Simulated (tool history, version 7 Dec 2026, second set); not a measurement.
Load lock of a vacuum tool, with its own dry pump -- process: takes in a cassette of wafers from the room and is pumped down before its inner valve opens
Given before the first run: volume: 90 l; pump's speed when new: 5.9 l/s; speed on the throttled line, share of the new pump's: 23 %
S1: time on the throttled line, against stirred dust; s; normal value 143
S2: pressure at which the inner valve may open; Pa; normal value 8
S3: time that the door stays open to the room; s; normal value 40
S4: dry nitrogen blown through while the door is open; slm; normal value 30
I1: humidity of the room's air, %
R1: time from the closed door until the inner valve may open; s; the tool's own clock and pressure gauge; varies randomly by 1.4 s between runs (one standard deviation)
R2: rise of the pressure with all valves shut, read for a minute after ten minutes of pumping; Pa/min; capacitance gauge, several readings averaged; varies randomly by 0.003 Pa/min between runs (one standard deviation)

run,hour,S1,S2,S3,S4,I1,R1,R2
1,0,143,8,40,30,46.9,256.6,0.006
2,175.5,93,8,40,30,40.2,218.7,0.004
3,448.7,93,8,40,30,45,216.7,0.008
4,703.1,122,8,40,30,44.2,238.2,0.013
5,988.1,143,12,40,30,42,248.6,0.002
6,1242.3,143,8,40,30,44.2,256.5,0
7,1496.4,143,8,40,30,44.1,254,0.01
# hour 1521.2: dry pump taken out, an overhauled one fitted
8,1797.7,83,8,40,30,46.4,209.5,0.005
9,1962.5,83,8,40,30,42.3,210.9,0.007
10,2270.8,83,8,40,30,48.7,209.1,0.006
11,2465,83,8,40,30,42.9,208.8,0.003
12,2627.7,83,8,40,30,42.7,209.8,0.007
13,2965.3,83,8,40,30,43.6,210.1,0.007
14,3203,83,8,40,34,44.2,208.4,0.006
15,3382.7,83,8,40,34,46.7,209.8,0.006
16,3600.3,83,8,40,34,46.5,208.5,0.005
17,3814.5,83,8,159,12,43.9,210.8,0.021
18,3994,83,8,159,12,44,209.6,0.016
19,4160,83,8,159,12,40.9,209.6,0.016
20,4441.5,143,15,40,30,47.1,244.2,0.006
21,4750.9,143,14,40,30,45,247.6,0.003
22,5100.7,223,14,45,30,44.5,308,0.005
23,5391,143,6,29,9,42.7,260.8,0.012
24,5744.3,143,11,102,30,44.4,250.5,0.006
25,6015,143,11,102,30,46.2,250.3,0.009
26,6248.1,180,7,142,6,44.8,286,0.028
27,6400.2,113,6,172,15,46.6,237.4,0.017

Predict each of these 4 candidate next runs independently; none follows another, all start after run 27:
A,6621.5,113,15,153,15,50.1,?,?
B,6621.5,84,14,40,22,44.7,?,?
C,6621.5,143,8,231,30,48.8,?,?
D,6621.5,91,8,40,8,46.3,?,?

run,R1,R2
A,223.9,0.021
B,202.9,0.006
C,258.5,0.016
D,216.6,0.013
Without the tool's hidden state the same runs would have given:
run,R1,R2
A,223.9,0.02
B,202.9,0.006
C,258.4,0.015
D,216.6,0.012
